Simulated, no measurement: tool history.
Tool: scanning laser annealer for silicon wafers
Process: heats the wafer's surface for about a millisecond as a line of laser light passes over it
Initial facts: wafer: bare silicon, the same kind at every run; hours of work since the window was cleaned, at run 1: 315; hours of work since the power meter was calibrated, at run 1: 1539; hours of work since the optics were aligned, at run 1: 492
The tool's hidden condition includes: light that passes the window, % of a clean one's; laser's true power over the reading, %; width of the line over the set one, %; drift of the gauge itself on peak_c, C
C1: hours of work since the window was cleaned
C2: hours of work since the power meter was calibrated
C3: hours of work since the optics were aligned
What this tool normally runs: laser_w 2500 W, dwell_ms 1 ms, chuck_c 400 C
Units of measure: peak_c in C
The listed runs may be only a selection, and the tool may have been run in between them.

Run 1, hour 0: usual settings; C1 315; C2 1539; C3 492. Result: peak_c 1125 C.
At hour 50.6: window over the wafer cleaned.
Run 2, hour 50.6: usual settings; C1 0; C2 1573; C3 526. Result: peak_c 1096 C.
Run 3, hour 94.6: usual settings; C1 31; C2 1604; C3 557. Result: peak_c 1092 C.
Run 4, hour 157.6: usual settings; C1 75; C2 1648; C3 601. Result: peak_c 1086 C.
Run 5, hour 231.7: usual settings; C1 127; C2 1700; C3 653. Result: peak_c 1075 C.
At hour 261.2: window over the wafer cleaned, once more.
Run 6, hour 277.9: usual settings; C1 12; C2 1731; C3 684. Result: peak_c 1159 C.
Run 7, hour 312.4: usual settings; C1 36; C2 1755; C3 709. Result: peak_c 1149 C.
Run 8, hour 371.7: usual settings; C1 78; C2 1797; C3 750. Result: peak_c 1147 C.
Run 9, hour 447.5: usual settings; C1 131; C2 1851; C3 804. Result: peak_c 1140 C.
Run 10, hour 495.7: usual settings but dwell_ms 1.12 ms; C1 165; C2 1884; C3 838. Result: peak_c 1167 C.
Run 11, hour 570: usual settings but dwell_ms 1.12 ms; C1 217; C2 1937; C3 890. Result: peak_c 1164 C.
Run 12, hour 630.2: usual settings but dwell_ms 1.12 ms; C1 259; C2 1979; C3 932. Result: peak_c 1160 C.
Run 13, hour 671.4: usual settings but dwell_ms 1.12 ms, chuck_c 435 C; C1 288; C2 2008; C3 961. Result: peak_c 1186 C.
At hour 684.1: optics aligned, line set to its width.
Run 14, hour 753.2: usual settings but dwell_ms 0.89 ms; C1 342; C2 2062; C3 49. Result: peak_c 1095 C.
At hour 763.3: window over the wafer cleaned.
Run 15, hour 818.9: usual settings but dwell_ms 0.89 ms; C1 39; C2 2107; C3 93. Result: peak_c 1129 C.
Run 16, hour 850.6: usual settings but laser_w 2538 W, dwell_ms 1.09 ms, chuck_c 437 C; C1 61; C2 2129; C3 116. Result: peak_c 1240 C.
Run 17, hour 916.3: usual settings but laser_w 2256 W, dwell_ms 1.19 ms, chuck_c 437 C; C1 108; C2 2175; C3 162. Result: peak_c 1161 C.
Run 18, hour 949.9: usual settings but dwell_ms 0.71 ms, chuck_c 404 C; C1 131; C2 2199; C3 185. Result: peak_c 1054 C.
Run 19, hour 1010.8: usual settings but laser_w 2598 W, dwell_ms 0.94 ms, chuck_c 384 C; C1 174; C2 2242; C3 228. Result: peak_c 1140 C.
Run 20, hour 1085.1: usual settings but laser_w 2708 W, dwell_ms 1.16 ms, chuck_c 415 C; C1 226; C2 2294; C3 281. Result: peak_c 1270 C.
Run 21, hour 1136.8: usual settings but chuck_c 376 C; C1 263; C2 2330; C3 317. Result: peak_c 1110 C.
Run 22, hour 1205.9: usual settings but chuck_c 376 C; C1 311; C2 2379; C3 366. Result: peak_c 1101 C.
At hour 1260.6: window over the wafer cleaned.
Run 23, hour 1262.3: usual settings but laser_w 2578 W, dwell_ms 0.72 ms; C1 1; C2 2417; C3 404. Result: peak_c 1082 C.
Run 24, hour 1322.7: usual settings but laser_w 2354 W, chuck_c 371 C; C1 44; C2 2460; C3 446. Result: peak_c 1076 C.
Run 25, hour 1373.7: usual settings but laser_w 2368 W, dwell_ms 0.74 ms, chuck_c 397 C; C1 80; C2 2496; C3 482. Result: peak_c 1012 C.

What if the next run were any one of these 4? Each begins from the tool's condition after run 25:
Run A, hour 1411.7: usual settings but laser_w 2675 W, chuck_c 440 C; C1 106; C2 2522; C3 509. Result: peak_c ?.
Run B, hour 1411.7: usual settings but laser_w 2420 W, dwell_ms 0.76 ms, chuck_c 436 C; C1 106; C2 2522; C3 509. Result: peak_c ?.
Run C, hour 1411.7: usual settings but laser_w 2480 W, dwell_ms 0.92 ms; C1 106; C2 2522; C3 509. Result: peak_c ?.
Run D, hour 1411.7: usual settings but laser_w 2172 W, dwell_ms 0.74 ms, chuck_c 397 C; C1 106; C2 2522; C3 509. Result: peak_c ?.

run  peak_c
  A    1245
  B    1074
  C    1114
  D     958
Had the tool no hidden state, the same runs would have come out as:
run  peak_c
  A    1287
  B    1107
  C    1152
  D     988

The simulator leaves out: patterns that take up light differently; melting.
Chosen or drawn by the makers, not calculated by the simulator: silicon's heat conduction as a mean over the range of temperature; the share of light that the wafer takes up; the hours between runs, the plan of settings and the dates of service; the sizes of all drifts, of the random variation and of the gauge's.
